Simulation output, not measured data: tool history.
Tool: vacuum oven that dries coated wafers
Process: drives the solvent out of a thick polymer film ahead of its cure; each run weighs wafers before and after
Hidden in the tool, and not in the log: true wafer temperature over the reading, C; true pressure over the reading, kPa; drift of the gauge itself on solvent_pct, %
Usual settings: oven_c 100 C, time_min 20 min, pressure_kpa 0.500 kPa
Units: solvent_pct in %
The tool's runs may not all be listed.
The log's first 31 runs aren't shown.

run    hour  oven_c  time_min  pressure_kpa  hours of work since the thermocouples were calibrated  hours of work since the vacuum gauge was cleaned of residue  solvent_pct
     1663.1  -- vacuum gauge cleaned of residue and calibrated, once more
 32  1663.1     100        20         0.608                                                    410                                                            0         2.65
 33  1737.4      94        10         1.314                                                    466                                                           57         8.52
 34  1770.2      89        10         1.314                                                    491                                                           82         9.90
 35  1820.4     100        31         0.499                                                    530                                                          120         1.09
 36  1879.9     115        24         0.500                                                    575                                                          166         0.42
 37  1936.7      87        24         0.467                                                    619                                                          209         4.61
 38  1999.3      86        16         1.509                                                    667                                                          257         8.38
 39  2045.3     112        30         0.344                                                    702                                                          292         0.36
 40  2108.8      95        25         1.053                                                    750                                                          341         3.23
 41  2165.8      95        25         1.053                                                    794                                                          384         3.10
 42  2210.1     100        10         0.817                                                    828                                                          418         6.83
 43  2275.7     100        10         0.817                                                    878                                                          469         6.78
 44  2338.2      99        15         0.716                                                    926                                                          516         4.75

Forecast each of these 5 alternatives for the next run:
  A  2378.6      90        14         1.859                                                    957                                                          547            ?
  B  2378.6     100        32         0.278                                                    957                                                          547            ?
  C  2378.6      99        32         0.716                                                    957                                                          547            ?
  D  2378.6     100        11         0.500                                                    957                                                          547            ?
  E  2378.6      99        12         1.002                                                    957                                                          547            ?

run  solvent_pct
  A         8.12
  B         1.01
  C         1.47
  D         5.99
  E         6.11
Without the tool's hidden state the same runs would have given:
run  solvent_pct
  A         7.82
  B         0.82
  C         1.27
  D         5.74
  E         5.85
